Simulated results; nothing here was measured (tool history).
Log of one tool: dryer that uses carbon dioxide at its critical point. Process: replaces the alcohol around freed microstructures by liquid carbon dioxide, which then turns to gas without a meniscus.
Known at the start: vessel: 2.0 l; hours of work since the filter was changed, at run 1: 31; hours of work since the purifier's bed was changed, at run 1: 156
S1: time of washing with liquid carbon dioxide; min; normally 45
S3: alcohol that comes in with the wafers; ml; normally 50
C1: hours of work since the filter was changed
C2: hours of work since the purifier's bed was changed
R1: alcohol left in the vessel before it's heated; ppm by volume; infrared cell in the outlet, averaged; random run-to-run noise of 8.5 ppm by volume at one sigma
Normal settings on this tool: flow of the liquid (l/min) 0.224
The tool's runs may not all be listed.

run 1 hour=0 | S1=45 flow_of_the_liquid_(l/min)=0.224 S3=50 | C1=31 C2=156 | R1=513
run 2 hour=40.8 | S1=45 flow_of_the_liquid_(l/min)=0.224 S3=58 | C1=53 C2=178 | R1=633
run 3 hour=93.1 | S1=52 flow_of_the_liquid_(l/min)=0.224 S3=50 | C1=82 C2=207 | R1=335
run 4 hour=138.8 | S1=30 flow_of_the_liquid_(l/min)=0.224 S3=50 | C1=107 C2=232 | R1=2009
run 5 hour=178.8 | S1=45 flow_of_the_liquid_(l/min)=0.224 S3=50 | C1=128 C2=254 | R1=625
run 6 hour=225.8 | S1=45 flow_of_the_liquid_(l/min)=0.15 S3=50 | C1=154 C2=279 | R1=2197
-- hour=254.2 inlet filter changed
run 7 hour=254.2 | S1=45 flow_of_the_liquid_(l/min)=0.224 S3=29 | C1=0 C2=294 | R1=342
run 8 hour=295.5 | S1=66 flow_of_the_liquid_(l/min)=0.224 S3=50 | C1=23 C2=317 | R1=164
run 9 hour=344.8 | S1=66 flow_of_the_liquid_(l/min)=0.224 S3=50 | C1=49 C2=343 | R1=169
run 10 hour=394.5 | S1=66 flow_of_the_liquid_(l/min)=0.224 S3=50 | C1=76 C2=370 | R1=180
run 11 hour=446.4 | S1=66 flow_of_the_liquid_(l/min)=0.224 S3=50 | C1=105 C2=399 | R1=194
run 12 hour=469.4 | S1=45 flow_of_the_liquid_(l/min)=0.179 S3=50 | C1=117 C2=411 | R1=1376
run 13 hour=520.5 | S1=57 flow_of_the_liquid_(l/min)=0.224 S3=50 | C1=145 C2=439 | R1=341
-- hour=565.4 inlet filter changed
run 14 hour=565.7 | S1=57 flow_of_the_liquid_(l/min)=0.224 S3=50 | C1=0 C2=463 | R1=281
run 15 hour=590.3 | S1=57 flow_of_the_liquid_(l/min)=0.224 S3=50 | C1=14 C2=477 | R1=284
run 16 hour=634.4 | S1=57 flow_of_the_liquid_(l/min)=0.224 S3=50 | C1=38 C2=501 | R1=313
-- hour=660.1 purifier's bed changed
run 17 hour=666.2 | S1=57 flow_of_the_liquid_(l/min)=0.224 S3=50 | C1=53 C2=3 | R1=187
run 18 hour=703 | S1=57 flow_of_the_liquid_(l/min)=0.224 S3=25 | C1=73 C2=23 | R1=102
run 19 hour=743.3 | S1=57 flow_of_the_liquid_(l/min)=0.224 S3=25 | C1=95 C2=45 | R1=110
run 20 hour=777.3 | S1=72 flow_of_the_liquid_(l/min)=0.224 S3=50 | C1=114 C2=64 | R1=76
run 21 hour=827.2 | S1=72 flow_of_the_liquid_(l/min)=0.224 S3=50 | C1=141 C2=91 | R1=82
run 22 hour=867.5 | S1=41 flow_of_the_liquid_(l/min)=0.245 S3=50 | C1=163 C2=113 | R1=605
-- hour=879.6 inlet filter changed
run 23 hour=891.9 | S1=62 flow_of_the_liquid_(l/min)=0.171 S3=106 | C1=7 C2=126 | R1=918
run 24 hour=939.6 | S1=43 flow_of_the_liquid_(l/min)=0.215 S3=104 | C1=33 C2=152 | R1=1474
run 25 hour=993.7 | S1=43 flow_of_the_liquid_(l/min)=0.362 S3=104 | C1=62 C2=181 | R1=158
run 26 hour=1037.7 | S1=43 flow_of_the_liquid_(l/min)=0.362 S3=104 | C1=86 C2=205 | R1=155
run 27 hour=1091.3 | S1=43 flow_of_the_liquid_(l/min)=0.362 S3=104 | C1=115 C2=234 | R1=170
run 28 hour=1124.2 | S1=45 flow_of_the_liquid_(l/min)=0.373 S3=109 | C1=133 C2=252 | R1=143
run 29 hour=1161.3 | S1=45 flow_of_the_liquid_(l/min)=0.373 S3=109 | C1=153 C2=272 | R1=151
-- hour=1190.5 inlet filter changed
run 30 hour=1194 | S1=32 flow_of_the_liquid_(l/min)=0.288 S3=50 | C1=2 C2=290 | R1=705
run 31 hour=1237.2 | S1=45 flow_of_the_liquid_(l/min)=0.268 S3=58 | C1=25 C2=313 | R1=341
run 32 hour=1282 | S1=45 flow_of_the_liquid_(l/min)=0.352 S3=58 | C1=50 C2=338 | R1=138
run 33 hour=1335.8 | S1=52 flow_of_the_liquid_(l/min)=0.181 S3=118 | C1=79 C2=367 | R1=1795
run 34 hour=1365.5 | S1=52 flow_of_the_liquid_(l/min)=0.181 S3=118 | C1=95 C2=383 | R1=1809
run 35 hour=1412.2 | S1=52 flow_of_the_liquid_(l/min)=0.181 S3=118 | C1=121 C2=409 | R1=1868

Forecast each of these 4 alternatives for the next run:
run A hour=1442.6 | S1=38 flow_of_the_liquid_(l/min)=0.258 S3=40 | C1=137 C2=425 | R1=?
run B hour=1442.6 | S1=44 flow_of_the_liquid_(l/min)=0.206 S3=29 | C1=137 C2=425 | R1=?
run C hour=1442.6 | S1=52 flow_of_the_liquid_(l/min)=0.214 S3=106 | C1=137 C2=425 | R1=?
run D hour=1442.6 | S1=29 flow_of_the_liquid_(l/min)=0.269 S3=37 | C1=137 C2=425 | R1=?

run=A R1=586
run=B R1=587
run=C R1=927
run=D R1=1097
With the hidden condition removed and each run's random variation left untouched, the same runs would have given:
run=A R1=391
run=B R1=401
run=C R1=653
run=D R1=836
